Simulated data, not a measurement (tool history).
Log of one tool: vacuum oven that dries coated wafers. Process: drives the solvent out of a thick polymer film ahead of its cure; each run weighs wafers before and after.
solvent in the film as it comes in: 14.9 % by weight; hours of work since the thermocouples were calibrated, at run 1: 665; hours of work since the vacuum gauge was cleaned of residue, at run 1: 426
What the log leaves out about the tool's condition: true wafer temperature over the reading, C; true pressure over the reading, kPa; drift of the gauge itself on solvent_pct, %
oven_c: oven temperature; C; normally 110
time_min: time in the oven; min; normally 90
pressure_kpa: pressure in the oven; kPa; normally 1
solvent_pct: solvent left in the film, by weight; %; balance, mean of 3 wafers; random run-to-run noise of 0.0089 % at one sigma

run    hour  oven_c  time_min  pressure_kpa  hours of work since the thermocouples were calibrated  hours of work since the vacuum gauge was cleaned of residue  solvent_pct
  1       0     110        90             1                                                    665                                                          426        1.953
  2    56.2     110        90             1                                                    696                                                          458         1.94
  3   107.6     110        90             1                                                    725                                                          486        1.921
  4   169.8     110        90             1                                                    759                                                          521        1.936
  5   244.3     110        90             1                                                    801                                                          562        1.909
  6   313.3     110        90             1                                                    839                                                          600        1.915
  7   369.4     110        90             1                                                    870                                                          631        1.919
  8   401.2     110        90             1                                                    888                                                          649        1.893
      448.6  -- oven's thermocouples calibrated
  9   448.6     110        90             1                                                      0                                                          674         2.26
 10   485.3     110        90             1                                                     20                                                          695        2.251
      493.7  -- vacuum gauge cleaned of residue and calibrated
 11   553.8     122        90             1                                                     58                                                           33        0.645
 12   592.5     122        90             1                                                     79                                                           55        0.635
 13   638.3     110        90          1.37                                                    105                                                           80        2.388
      676.5  -- vacuum gauge cleaned of residue and calibrated, once more
 14   703.4     110       103           0.7                                                    140                                                           15        1.599
 15   772.6     108        90             1                                                    178                                                           53        2.567
 16   807.8     105        75          3.98                                                    198                                                           73        5.183
 17   840.6      97        75          1.33                                                    216                                                           91         6.31
 18   881.9     111        77          0.65                                                    239                                                          114        2.301
 19   937.1     115       123          0.59                                                    270                                                          145        0.567
 20   989.6     115       123          0.59                                                    299                                                          174        0.572
 21  1046.9     118       106             1                                                    331                                                          206        0.661
 22  1110.7     101       130          2.43                                                    366                                                          241        3.534
 23  1140.6     101       130          2.43                                                    383                                                          258        3.529
 24  1189.4     101       130          1.16                                                    410                                                          285        2.889
 25  1229.4     103        83             1                                                    432                                                          307        4.032

Each row is a separate what-if for the run after 25, all from the same tool condition, not one after another. Results?
  A  1303.1     103        83           0.8                                                    473                                                          348            ?
  B  1303.1     103        67          2.82                                                    473                                                          348            ?
  C  1303.1     103        97             1                                                    473                                                          348            ?
  D  1303.1     111        77          0.53                                                    473                                                          348            ?

run  solvent_pct
  A        3.928
  B         5.63
  C        3.368
  D        2.183
What these runs would have given with no unlogged condition in the tool:
run  solvent_pct
  A        4.065
  B        5.778
  C        3.497
  D        2.289
